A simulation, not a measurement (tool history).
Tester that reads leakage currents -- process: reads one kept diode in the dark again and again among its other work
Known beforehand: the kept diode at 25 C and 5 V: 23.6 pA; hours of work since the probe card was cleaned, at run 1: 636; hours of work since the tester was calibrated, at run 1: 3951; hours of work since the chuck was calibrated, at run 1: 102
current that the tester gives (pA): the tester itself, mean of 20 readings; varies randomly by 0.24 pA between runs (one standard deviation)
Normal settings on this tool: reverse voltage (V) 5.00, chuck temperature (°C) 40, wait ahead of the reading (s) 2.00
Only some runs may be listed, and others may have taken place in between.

run    hour  reverse voltage (V)  chuck temperature (°C)  wait ahead of the reading (s)  hours of work since the probe card was cleaned  hours of work since the tester was calibrated  hours of work since the chuck was calibrated  current that the tester gives (pA)
  1     0.0                 5.00                      40                           2.00                                             636                                           3951                                           102                               79.96
  2    99.8                 3.09                      40                           2.00                                             716                                           4031                                           182                               64.89
  3   162.0                 3.09                      40                           2.00                                             766                                           4081                                           232                               64.61
  4   264.0                 3.09                      40                           2.00                                             847                                           4162                                           313                               65.00
  5   317.0                 3.09                      40                           2.00                                             890                                           4205                                           356                               64.47
  6   447.5                 5.00                      40                           8.48                                             994                                           4309                                           460                               79.05
  7   558.6                 5.00                      40                           8.48                                            1083                                           4397                                           549                               78.41
      632.0  -- tester calibrated
  8   651.7                 5.00                      40                           8.48                                            1155                                             16                                           621                               78.86
  9   740.7                 5.00                      40                           8.48                                            1227                                             87                                           693                               78.73
 10   794.5                 5.00                      40                           8.48                                            1270                                            130                                           736                               78.79
      812.8  -- chuck's temperature calibrated
 11   878.6                 5.00                      40                           2.00                                            1335                                            195                                            53                               79.39
 12   969.9                 4.95                      40                           2.00                                            1408                                            268                                           126                               79.24
 13  1060.6                 4.95                      40                           2.00                                            1480                                            341                                           198                               79.23
 14  1150.3                 5.00                      40                           2.38                                            1552                                            413                                           270                               79.33
 15  1245.1                 5.00                      40                           2.00                                            1628                                            488                                           345                               79.92
 16  1347.3                 5.00                      40                           2.00                                            1710                                            570                                           427                               79.46
 17  1465.6                 5.00                      40                           2.00                                            1804                                            664                                           522                               79.48
 18  1569.5                 5.00                      40                           2.00                                            1887                                            747                                           605                               79.83
 19  1695.6                 5.00                      40                           2.00                                            1988                                            848                                           705                               80.00
     1753.1  -- chuck's temperature calibrated
 20  1823.1                14.43                      40                           2.00                                            2088                                            948                                            56                              124.52
 21  1946.5                14.43                      40                           2.00                                            2187                                           1047                                           154                              125.29
 22  2027.0                14.43                      40                           2.00                                            2251                                           1111                                           219                              125.54
 23  2125.2                 4.92                      21                           1.14                                            2329                                           1190                                           297                               18.41
 24  2234.3                18.03                      24                           1.22                                            2417                                           1277                                           384                               43.01
 25  2331.9                 1.77                      40                           2.34                                            2495                                           1355                                           462                               51.11
 26  2391.0                 1.49                      42                           0.68                                            2542                                           1402                                           510                               55.74
 27  2509.3                 1.49                      42                           0.68                                            2636                                           1497                                           604                               55.86
 28  2590.0                 1.49                      42                           0.68                                            2701                                           1561                                           669                               56.11
 29  2645.1                 1.49                      42                           0.68                                            2745                                           1605                                           713                               56.21
     2690.2  -- chuck's temperature calibrated
 30  2743.8                 1.07                      40                           2.00                                            2822                                           1682                                            43                               41.79
 31  2844.0                 7.98                      28                           0.39                                            2902                                           1763                                           123                               44.43
 32  2936.2                 4.79                      33                           4.63                                            2976                                           1836                                           197                               45.21
 33  3044.4                 2.11                      40                           0.41                                            3062                                           1923                                           283                               56.76
 34  3098.9                 1.40                      40                           0.44                                            3106                                           1966                                           327                               47.40
 35  3216.7                 5.00                      40                           3.85                                            3200                                           2060                                           421                               78.79
 36  3310.3                 5.00                      22                           1.57                                            3275                                           2135                                           495                               19.66
 37  3402.5                 1.80                      44                           4.63                                            3348                                           2209                                           569                               69.37
 38  3530.1                10.82                      25                           2.00                                            3450                                           2311                                           671                               34.87
 39  3607.7                 9.10                      25                           0.41                                            3512                                           2373                                           733                               38.73

Describe how what the log doesn't record of the tool's condition differs between the last listed run preceding each entry between runs and the first listed run following it.
In the gap between runs 7 and 8: tester calibrated (hour 632.0)
  stray current of the dirty probe card, pA a volt: 0.022 -> 0.023; current scale over the true one, %: -0.03 -> 0
In the gap between runs 10 and 11: chuck's temperature calibrated (hour 812.8)
  true chuck temperature over the reading, C: 0.01 -> 0
In the gap between runs 19 and 20: chuck's temperature calibrated (hour 1753.1)
  stray current of the dirty probe card, pA a volt: 0.024 -> 0.025; true chuck temperature over the reading, C: 0.01 -> 0
In the gap between runs 29 and 30: chuck's temperature calibrated (hour 2690.2)
  true chuck temperature over the reading, C: 0.01 -> 0
